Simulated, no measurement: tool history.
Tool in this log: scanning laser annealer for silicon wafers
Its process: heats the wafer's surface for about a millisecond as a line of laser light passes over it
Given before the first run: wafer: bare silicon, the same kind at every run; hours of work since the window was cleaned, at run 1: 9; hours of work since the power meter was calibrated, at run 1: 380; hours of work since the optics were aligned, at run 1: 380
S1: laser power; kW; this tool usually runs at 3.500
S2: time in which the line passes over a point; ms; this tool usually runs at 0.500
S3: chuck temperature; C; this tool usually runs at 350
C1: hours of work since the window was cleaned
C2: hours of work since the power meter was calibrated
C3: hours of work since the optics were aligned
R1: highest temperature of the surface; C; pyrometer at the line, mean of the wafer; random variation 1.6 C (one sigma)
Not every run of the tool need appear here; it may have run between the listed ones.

Run 1, day 0.000: usual settings; C1 9; C2 380; C3 380. Result: R1 1189 C.
Run 2, day 0.617: usual settings but S2 0.609 ms; C1 18; C2 389; C3 389. Result: R1 1277 C.
Run 3, day 1.150: usual settings; C1 26; C2 397; C3 397. Result: R1 1189 C.
Run 4, day 1.712: usual settings; C1 34; C2 405; C3 405. Result: R1 1190 C.
Run 5, day 2.458: usual settings but S1 3.615 kW; C1 45; C2 416; C3 416. Result: R1 1218 C.
Run 6, day 3.238: usual settings but S1 3.615 kW; C1 57; C2 428; C3 428. Result: R1 1216 C.
Run 7, day 3.804: usual settings but S1 3.713 kW; C1 65; C2 436; C3 436. Result: R1 1241 C.
Run 8, day 4.700: usual settings but S1 3.713 kW; C1 78; C2 449; C3 449. Result: R1 1242 C.
Run 9, day 5.575: usual settings but S1 3.713 kW; C1 91; C2 462; C3 462. Result: R1 1243 C.
Run 10, day 6.046: usual settings but S1 3.713 kW; C1 98; C2 469; C3 469. Result: R1 1243 C.
Run 11, day 6.733: usual settings; C1 108; C2 480; C3 480. Result: R1 1183 C.
Run 12, day 7.888: usual settings but S1 3.691 kW; C1 126; C2 497; C3 497. Result: R1 1234 C.
Run 13, day 9.004: usual settings but S1 3.691 kW; C1 142; C2 513; C3 513. Result: R1 1232 C.
Run 14, day 9.783: usual settings but S1 3.691 kW; C1 154; C2 525; C3 525. Result: R1 1229 C.
Run 15, day 10.688: usual settings but S1 3.691 kW; C1 167; C2 538; C3 538. Result: R1 1227 C.
Run 16, day 11.562: usual settings but S1 3.691 kW; C1 180; C2 551; C3 551. Result: R1 1230 C.
Run 17, day 12.092: usual settings; C1 188; C2 559; C3 559. Result: R1 1179 C.
Run 18, day 12.846: usual settings; C1 199; C2 570; C3 570. Result: R1 1179 C.

Run 19, settings as shown, results not yet in. Your forecast:
Run 19, day 13.442: usual settings; C1 208; C2 579; C3 579. Result: R1 ?.

Run 19 gave R1 1178 C.
Without the tool's hidden state the same run would have given R1 1196 C.

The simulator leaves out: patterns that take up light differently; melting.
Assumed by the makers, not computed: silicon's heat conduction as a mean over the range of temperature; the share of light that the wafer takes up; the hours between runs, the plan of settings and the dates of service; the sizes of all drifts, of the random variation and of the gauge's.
